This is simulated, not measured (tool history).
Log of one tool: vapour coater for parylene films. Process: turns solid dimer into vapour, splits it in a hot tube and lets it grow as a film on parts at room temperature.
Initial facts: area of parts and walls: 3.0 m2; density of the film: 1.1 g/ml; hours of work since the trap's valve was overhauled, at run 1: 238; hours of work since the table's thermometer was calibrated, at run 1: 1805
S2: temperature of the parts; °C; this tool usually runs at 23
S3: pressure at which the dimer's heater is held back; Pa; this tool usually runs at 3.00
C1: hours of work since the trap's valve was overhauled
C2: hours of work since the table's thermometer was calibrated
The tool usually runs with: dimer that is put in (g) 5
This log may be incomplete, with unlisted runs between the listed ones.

{"run": 1, "hour": 0.0, "dimer that is put in (g)": 5, "S2": 23, "S3": 3.0, "C1": 238, "C2": 1805, "thickness of the film (µm)": 1.2}
{"run": 2, "hour": 54.9, "dimer that is put in (g)": 5, "S2": 23, "S3": 3.0, "C1": 281, "C2": 1848, "thickness of the film (µm)": 1.18}
{"hour": 95.2, "done": "trap's valve overhauled"}
{"run": 3, "hour": 113.7, "dimer that is put in (g)": 5, "S2": 23, "S3": 3.0, "C1": 15, "C2": 1891, "thickness of the film (µm)": 1.31}
{"run": 4, "hour": 141.9, "dimer that is put in (g)": 5, "S2": 23, "S3": 3.0, "C1": 37, "C2": 1914, "thickness of the film (µm)": 1.31}
{"run": 5, "hour": 177.5, "dimer that is put in (g)": 5, "S2": 23, "S3": 3.0, "C1": 65, "C2": 1942, "thickness of the film (µm)": 1.31}
{"run": 6, "hour": 240.4, "dimer that is put in (g)": 5, "S2": 24, "S3": 3.0, "C1": 115, "C2": 1992, "thickness of the film (µm)": 1.24}
{"hour": 245.1, "done": "table's thermometer calibrated"}
{"run": 7, "hour": 278.0, "dimer that is put in (g)": 5, "S2": 23, "S3": 3.0, "C1": 144, "C2": 26, "thickness of the film (µm)": 1.28}
{"run": 8, "hour": 335.3, "dimer that is put in (g)": 5, "S2": 23, "S3": 3.0, "C1": 189, "C2": 71, "thickness of the film (µm)": 1.26}
{"run": 9, "hour": 386.5, "dimer that is put in (g)": 3, "S2": 28, "S3": 3.38, "C1": 230, "C2": 112, "thickness of the film (µm)": 0.62}
{"run": 10, "hour": 416.7, "dimer that is put in (g)": 5, "S2": 15, "S3": 5.98, "C1": 253, "C2": 136, "thickness of the film (µm)": 1.32}
{"run": 11, "hour": 447.1, "dimer that is put in (g)": 7, "S2": 15, "S3": 2.47, "C1": 277, "C2": 160, "thickness of the film (µm)": 1.83}
{"hour": 492.1, "done": "trap's valve overhauled"}
{"run": 12, "hour": 513.4, "dimer that is put in (g)": 2, "S2": 23, "S3": 6.39, "C1": 17, "C2": 209, "thickness of the film (µm)": 0.46}
{"run": 13, "hour": 554.8, "dimer that is put in (g)": 5, "S2": 29, "S3": 11.82, "C1": 50, "C2": 242, "thickness of the film (µm)": 0.86}
{"hour": 571.6, "done": "table's thermometer calibrated, once more"}
{"run": 14, "hour": 599.0, "dimer that is put in (g)": 8, "S2": 16, "S3": 10.33, "C1": 84, "C2": 22, "thickness of the film (µm)": 1.97}
{"run": 15, "hour": 632.2, "dimer that is put in (g)": 5, "S2": 19, "S3": 4.83, "C1": 110, "C2": 48, "thickness of the film (µm)": 1.26}
{"run": 16, "hour": 673.8, "dimer that is put in (g)": 5, "S2": 19, "S3": 4.83, "C1": 143, "C2": 81, "thickness of the film (µm)": 1.27}

Here are 5 independent what-if runs from the current tool condition. What would each one return?
{"run": "A", "hour": 722.6, "dimer that is put in (g)": 7, "S2": 16, "S3": 3.27, "C1": 181, "C2": 119, "thickness of the film (µm)": "?"}
{"run": "B", "hour": 722.6, "dimer that is put in (g)": 4, "S2": 19, "S3": 4.12, "C1": 181, "C2": 119, "thickness of the film (µm)": "?"}
{"run": "C", "hour": 722.6, "dimer that is put in (g)": 8, "S2": 16, "S3": 8.33, "C1": 181, "C2": 119, "thickness of the film (µm)": "?"}
{"run": "D", "hour": 722.6, "dimer that is put in (g)": 5, "S2": 17, "S3": 4.83, "C1": 181, "C2": 119, "thickness of the film (µm)": "?"}
{"run": "E", "hour": 722.6, "dimer that is put in (g)": 2, "S2": 23, "S3": 2.53, "C1": 181, "C2": 119, "thickness of the film (µm)": "?"}

run=A thickness_of_the_film_(µm)=1.90
run=B thickness_of_the_film_(µm)=1.01
run=C thickness_of_the_film_(µm)=1.95
run=D thickness_of_the_film_(µm)=1.30
run=E thickness_of_the_film_(µm)=0.51
Without the tool's hidden state the same runs would have given:
run=A thickness_of_the_film_(µm)=2.08
run=B thickness_of_the_film_(µm)=1.11
run=C thickness_of_the_film_(µm)=2.13
run=D thickness_of_the_film_(µm)=1.42
run=E thickness_of_the_film_(µm)=0.55

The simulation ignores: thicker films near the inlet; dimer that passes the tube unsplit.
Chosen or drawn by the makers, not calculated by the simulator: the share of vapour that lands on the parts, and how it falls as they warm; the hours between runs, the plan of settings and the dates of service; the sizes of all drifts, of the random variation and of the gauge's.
